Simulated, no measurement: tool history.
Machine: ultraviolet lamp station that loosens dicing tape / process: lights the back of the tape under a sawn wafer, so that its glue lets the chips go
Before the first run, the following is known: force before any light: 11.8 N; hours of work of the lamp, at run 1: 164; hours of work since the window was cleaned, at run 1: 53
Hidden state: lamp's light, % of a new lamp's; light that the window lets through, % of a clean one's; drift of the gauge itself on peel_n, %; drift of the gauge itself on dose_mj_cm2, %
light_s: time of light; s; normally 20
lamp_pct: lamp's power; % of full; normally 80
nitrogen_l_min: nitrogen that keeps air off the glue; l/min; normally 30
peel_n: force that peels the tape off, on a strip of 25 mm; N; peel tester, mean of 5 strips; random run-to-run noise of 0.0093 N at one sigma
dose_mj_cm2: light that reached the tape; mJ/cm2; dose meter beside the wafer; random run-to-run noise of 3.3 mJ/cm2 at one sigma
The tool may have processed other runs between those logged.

run	hour	light_s	lamp_pct	nitrogen_l_min	hours of work of the lamp	hours of work since the window was cleaned	peel_n	dose_mj_cm2
1	0.0	20	80	30	164	53	0.440	499
2	14.9	20	82	30	170	60	0.405	502
3	22.9	10	82	30	173	63	2.025	252
4	31.2	40	80	30	177	66	0.109	977
5	44.1	20	80	30	182	72	0.467	484
6	58.3	20	80	30	188	78	0.484	488
7	67.9	20	80	30	192	82	0.466	488
8	78.4	20	80	30	196	86	0.458	482
9	95.6	12	80	30	203	93	1.554	286
10	103.4	12	80	16	207	96	2.324	285
11	119.6	20	80	30	213	103	0.477	484
12	129.4	20	80	30	217	107	0.490	488
13	138.0	20	80	30	221	111	0.479	486
14	153.5	20	80	30	227	117	0.477	480
15	167.7	20	80	30	233	123	0.475	474
16	184.8	20	80	30	240	130	0.491	480
17	200.6	20	80	30	247	137	0.478	477
18	208.5	20	80	30	250	140	0.488	472
19	220.3	20	80	30	255	145	0.483	476
20	236.2	20	74	30	262	151	0.597	438
21	249.9	20	67	30	267	157	0.808	396
# hour 251.5: window cleaned of glue's vapour
22	265.6	20	67	30	274	6	0.838	392
23	275.5	22	77	30	278	10	0.458	492
24	286.5	22	77	14	282	15	0.918	491
25	299.5	22	77	14	288	20	0.883	487
26	309.8	25	90	9	292	24	0.635	642
# hour 314.7: window cleaned of glue's vapour, once more
27	324.7	37	90	9	298	4	0.205	1003
28	337.2	37	90	9	303	9	0.211	997
29	354.2	37	90	9	310	16	0.208	997
30	364.4	37	90	9	315	21	0.198	994
31	372.8	37	90	9	318	24	0.204	996
32	388.8	37	90	42	325	31	0.098	994
33	395.8	37	90	42	328	34	0.106	982
34	406.9	37	90	42	332	38	0.104	980
35	416.1	29	64	20	336	42	0.471	546
36	432.8	29	64	20	343	49	0.486	548
37	440.7	23	74	45	346	52	0.318	502
38	453.3	23	74	45	352	58	0.320	503
39	463.0	34	74	14	356	62	0.298	735
40	474.1	23	76	14	360	66	0.785	513
41	487.2	20	80	44	366	72	0.387	465
42	495.3	14	84	30	369	75	1.133	340
43	508.8	14	84	30	375	81	1.135	343

Hidden state at the last listed run before each entry between runs and at the first one after, where it differs:
After run 21, before run 22: window cleaned of glue's vapour (hour 251.5)
  lamp's light, % of a new lamp's: 94.2 -> 94; light that the window lets through, % of a clean one's: 96.9 -> 95.1
  measured less the result without the state, peel_n: +0.168 -> +0.207 N; dose_mj_cm2: -38 -> -46 mJ/cm2
After run 26, before run 27: window cleaned of glue's vapour, once more (hour 314.7)
  lamp's light, % of a new lamp's: 93.6 -> 93.5; light that the window lets through, % of a clean one's: 94.8 -> 99.2
  measured less the result without the state, peel_n: +0.173 -> +0.030 N; dose_mj_cm2: -82 -> -78 mJ/cm2
